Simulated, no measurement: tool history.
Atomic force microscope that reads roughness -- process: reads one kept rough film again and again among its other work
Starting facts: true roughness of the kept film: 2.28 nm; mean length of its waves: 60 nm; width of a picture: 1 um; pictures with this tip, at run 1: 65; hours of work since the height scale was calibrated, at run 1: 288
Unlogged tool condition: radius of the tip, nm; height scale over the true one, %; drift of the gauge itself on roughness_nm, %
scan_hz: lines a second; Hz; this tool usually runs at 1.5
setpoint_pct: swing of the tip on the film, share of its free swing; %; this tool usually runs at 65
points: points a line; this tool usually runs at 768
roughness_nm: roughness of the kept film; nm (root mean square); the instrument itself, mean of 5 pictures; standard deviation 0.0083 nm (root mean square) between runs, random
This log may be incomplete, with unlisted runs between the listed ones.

run,hour,scan_hz,setpoint_pct,points,pictures with this tip,hours of work since the height scale was calibrated,roughness_nm
1,0,1.5,65,768,65,288,2.022
# hour 11: new tip fitted
2,24.6,1.5,65,342,18,301,2.073
3,36.1,2.34,65,768,33,307,1.986
4,55.2,2.34,65,768,58,317,1.951
# hour 71.7: new tip fitted
5,72.5,2.34,65,768,1,326,2.029
6,93,2.34,65,768,29,337,1.988
7,108.4,2.34,78,768,49,346,1.789
# hour 110.8: height scale calibrated on a step standard
8,127.4,2.34,78,768,73,9,1.746
# hour 131.7: new tip fitted
9,144.5,2.34,78,768,17,18,1.804
# hour 158.3: height scale calibrated on a step standard, once more
10,166.4,2.34,78,768,44,4,1.79
11,190.1,2.34,78,768,76,17,1.765
# hour 192: new tip fitted
12,210.4,2.34,78,768,25,28,1.822
13,231.9,2.34,78,768,53,39,1.799
14,244.4,0.62,64,768,70,46,2.083
# hour 251.4: new tip fitted
15,266.8,0.62,64,768,21,57,2.179
16,294.1,1.32,62,263,57,72,2.047

4 options for the next run, each taken on its own from the tool as it stands now. Forecast them:
# hour 311: new tip fitted
A,314,2.32,58,901,4,82,?
# hour 311: new tip fitted
B,314,1.03,65,768,4,82,?
# hour 311: new tip fitted
C,314,0.58,72,462,4,82,?
# hour 311: new tip fitted
D,314,1.79,62,263,4,82,?

run,roughness_nm
A,2.099
B,2.134
C,2.148
D,2.094
Without the tool's hidden state the same runs would have given:
run,roughness_nm
A,2.107
B,2.142
C,2.156
D,2.102

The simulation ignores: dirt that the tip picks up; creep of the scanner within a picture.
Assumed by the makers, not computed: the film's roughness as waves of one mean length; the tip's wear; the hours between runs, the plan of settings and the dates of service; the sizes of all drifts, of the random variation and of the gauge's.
